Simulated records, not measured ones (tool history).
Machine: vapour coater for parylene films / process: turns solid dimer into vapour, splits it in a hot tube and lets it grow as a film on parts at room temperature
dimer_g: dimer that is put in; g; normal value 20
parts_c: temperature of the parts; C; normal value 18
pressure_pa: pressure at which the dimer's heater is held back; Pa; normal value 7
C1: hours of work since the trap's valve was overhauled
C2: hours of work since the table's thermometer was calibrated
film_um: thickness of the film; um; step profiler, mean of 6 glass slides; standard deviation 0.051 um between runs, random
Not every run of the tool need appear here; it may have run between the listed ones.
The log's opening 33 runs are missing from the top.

run 34 hour=802.3 | dimer_g=15 parts_c=23 pressure_pa=2.42 | C1=401 C2=33 | film_um=4.22
run 35 hour=831.9 | dimer_g=15 parts_c=23 pressure_pa=2.42 | C1=421 C2=53 | film_um=4.22
run 36 hour=847 | dimer_g=29 parts_c=16 pressure_pa=4.99 | C1=432 C2=64 | film_um=8.73
run 37 hour=873 | dimer_g=29 parts_c=24 pressure_pa=5.76 | C1=449 C2=81 | film_um=7.21
run 38 hour=894.6 | dimer_g=35 parts_c=21 pressure_pa=7 | C1=464 C2=96 | film_um=9.05
run 39 hour=925.5 | dimer_g=16 parts_c=11 pressure_pa=8.4 | C1=485 C2=117 | film_um=4.83
run 40 hour=955.2 | dimer_g=16 parts_c=11 pressure_pa=8.4 | C1=505 C2=137 | film_um=4.91
run 41 hour=978.4 | dimer_g=20 parts_c=22 pressure_pa=5.19 | C1=521 C2=153 | film_um=5.17
run 42 hour=994.8 | dimer_g=11 parts_c=26 pressure_pa=7 | C1=532 C2=164 | film_um=2.54
run 43 hour=1027.1 | dimer_g=13 parts_c=15 pressure_pa=6.38 | C1=554 C2=186 | film_um=3.7
run 44 hour=1050.8 | dimer_g=8 parts_c=18 pressure_pa=2.01 | C1=570 C2=202 | film_um=2.52
run 45 hour=1081.7 | dimer_g=31 parts_c=14 pressure_pa=7 | C1=591 C2=223 | film_um=8.98
-- hour=1099.5 trap's valve overhauled
run 46 hour=1111.3 | dimer_g=31 parts_c=14 pressure_pa=7 | C1=8 C2=240 | film_um=9.74

5 ways to go on from here, each from the tool as it stands after run 46. What would each give?
run A hour=1127.5 | dimer_g=10 parts_c=12 pressure_pa=2.61 | C1=19 C2=251 | film_um=?
run B hour=1127.5 | dimer_g=9 parts_c=23 pressure_pa=2.86 | C1=19 C2=251 | film_um=?
run C hour=1127.5 | dimer_g=11 parts_c=14 pressure_pa=10.06 | C1=19 C2=251 | film_um=?
run D hour=1127.5 | dimer_g=34 parts_c=14 pressure_pa=11.02 | C1=19 C2=251 | film_um=?
run E hour=1127.5 | dimer_g=12 parts_c=18 pressure_pa=7 | C1=19 C2=251 | film_um=?

run=A film_um=3.64
run=B film_um=2.7
run=C film_um=3.32
run=D film_um=10.2
run=E film_um=3.54
With no hidden state in the tool, these same runs would have given:
run=A film_um=3.65
run=B film_um=2.71
run=C film_um=3.33
run=D film_um=10.21
run=E film_um=3.54

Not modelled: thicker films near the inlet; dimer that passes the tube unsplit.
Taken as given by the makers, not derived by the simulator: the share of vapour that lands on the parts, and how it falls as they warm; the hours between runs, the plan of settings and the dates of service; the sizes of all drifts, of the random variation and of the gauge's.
